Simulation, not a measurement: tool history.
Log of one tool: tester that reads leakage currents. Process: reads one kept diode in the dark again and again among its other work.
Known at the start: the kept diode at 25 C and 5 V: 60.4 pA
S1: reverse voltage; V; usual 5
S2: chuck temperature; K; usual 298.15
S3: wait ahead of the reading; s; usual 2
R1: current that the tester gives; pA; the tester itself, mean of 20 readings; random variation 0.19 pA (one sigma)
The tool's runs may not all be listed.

run,day,S1,S2,S3,R1
1,0,5,298.15,2,54.29
2,5.338,5,298.15,2,54.11
3,13.992,5,298.15,3.01,53.1
4,19.054,11.08,298.15,2,84.11
# day 20.838: chuck's temperature calibrated
5,28.379,5,298.15,2,64.05
6,36.175,5,298.15,2,62.99
7,43.512,5,298.15,0.93,63.5
8,49.262,5,298.15,2,62.46
9,57.683,5,298.15,2,61.7
10,65.808,5,298.15,2,60.91
11,74.188,5,298.15,2,59.88
12,80.258,5,298.15,2,59.61
13,88.704,5,298.15,2,59.18
14,96.954,5,298.15,2,58.46
15,101.317,3.47,298.15,2,47.15
16,106.358,3.47,298.15,2,46.65
17,112.071,15.51,298.15,2,113.78
18,119.921,15.51,298.15,8.78,111.19
# day 120.596: probe card cleaned and baked
# day 121.188: chuck's temperature calibrated
19,125.908,15.51,298.15,8.78,110.82
20,134.942,6.3,325.15,8.78,486.36
21,139.921,6.3,325.15,8.78,480.84
22,148.85,5.39,305.15,2,104.02
23,154.054,7.83,296.15,1.08,64.31
24,158.812,7.83,296.15,4.88,62.12
25,166.396,7.83,296.15,4.88,61.59
26,173.954,5,298.15,0.54,57.22
27,178.475,5,298.15,0.54,57.17
28,184.904,1.09,325.15,2.17,173.5
29,190.921,1.09,325.15,2.17,171.77
30,199.738,10.22,331.15,6.66,840.71
31,206.967,2.61,322.15,2.97,217.98
32,215.071,11.51,298.15,1.96,84.59
# day 221.975: chuck's temperature calibrated
33,224.438,1.55,304.15,2.52,51.82
34,231.875,5,301.15,2,78.46
35,240.629,3.68,297.15,0.4,49.04
36,244.471,16.79,331.15,0.4,1223.05
37,251.771,6.29,307.15,2.71,133.76
38,258.662,3.39,314.15,1.77,157.57

Forecast each of these 5 alternatives for the next run:
A,263.667,11.15,298.15,2,?
B,263.667,17.37,306.15,2.4,?
C,263.667,3.72,297.15,0.92,?
D,263.667,2.62,324.15,3.12,?
E,263.667,1.55,298.15,2,?

run,R1
A,94.44
B,216.18
C,47
D,269.26
E,30.75
Without the tool's hidden state the same runs would have given:
run,R1
A,94.4
B,221.81
C,48.44
D,289.07
E,32.41
